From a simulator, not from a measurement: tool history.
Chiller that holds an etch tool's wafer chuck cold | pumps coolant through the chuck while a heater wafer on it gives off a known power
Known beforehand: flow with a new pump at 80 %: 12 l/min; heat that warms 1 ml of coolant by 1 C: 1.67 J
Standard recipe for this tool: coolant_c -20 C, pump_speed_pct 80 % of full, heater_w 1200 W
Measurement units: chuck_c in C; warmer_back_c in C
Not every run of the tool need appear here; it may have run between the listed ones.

run,hour,coolant_c,pump_speed_pct,heater_w,chuck_c,warmer_back_c
1,0.0,-20,80,1200,-10.1,3.59
2,168.3,-20,80,769,-13.6,2.36
3,327.6,-20,80,769,-13.7,2.35
4,427.6,-20,80,1200,-10.0,3.64
5,548.2,-20,80,1200,-9.9,3.66
# hour 640.9: coolant changed, channels flushed
6,643.7,-20,95,1200,-11.3,3.06
7,789.5,-20,95,612,-15.6,1.63
8,874.7,-20,95,612,-15.5,1.58
9,1002.5,-20,95,612,-15.6,1.68
10,1174.4,-20,92,612,-15.3,1.70
11,1283.5,-20,80,938,-12.3,2.86
12,1482.1,-20,73,614,-14.3,2.12
# hour 1569.2: chiller's thermometer calibrated
13,1589.3,-19,80,1767,-4.4,5.45
14,1734.2,-20,74,747,-13.5,2.52

The next listed run, before its measurement:
15,1832.9,-20,80,747,?,?

Run 15 produced chuck_c -14.0 C, warmer_back_c 2.43 C.
On a tool with no hidden condition, and with the same random variation, this run would have come out at chuck_c -14.0 C, warmer_back_c 2.28 C.
